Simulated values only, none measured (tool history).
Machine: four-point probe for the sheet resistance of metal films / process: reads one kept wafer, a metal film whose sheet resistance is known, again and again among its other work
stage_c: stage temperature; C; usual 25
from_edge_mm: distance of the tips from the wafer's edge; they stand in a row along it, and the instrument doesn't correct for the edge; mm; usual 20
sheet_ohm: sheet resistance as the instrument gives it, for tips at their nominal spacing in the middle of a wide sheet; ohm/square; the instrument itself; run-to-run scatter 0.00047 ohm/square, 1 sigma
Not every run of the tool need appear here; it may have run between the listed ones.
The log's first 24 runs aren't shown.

run	hour	stage_c	from_edge_mm	sheet_ohm
25	1366.3	32	46	2.363138
26	1430.3	32	15	2.364164
27	1475.1	20	17	2.362232
28	1544.0	20	17	2.362771
29	1613.6	34	8	2.369332
30	1659.6	20	9	2.365879
31	1740.7	20	9	2.366301
32	1777.9	20	9	2.364960
33	1818.5	20	9	2.365918
34	1855.6	25	18	2.364568
35	1911.4	25	18	2.364968
36	1951.1	20	12	2.365290
37	2034.4	34	69	2.364973

Forecast each of these 4 alternatives for the next run:
A	2103.7	27	69	?
B	2103.7	31	62	?
C	2103.7	19	5	?
D	2103.7	24	4	?

run	sheet_ohm
A	2.364470
B	2.365328
C	2.375368
D	2.382633
The same runs, with their run-to-run variation unchanged, on a tool lacking any hidden condition would have given:
run	sheet_ohm
A	2.360245
B	2.361111
C	2.371106
D	2.378371
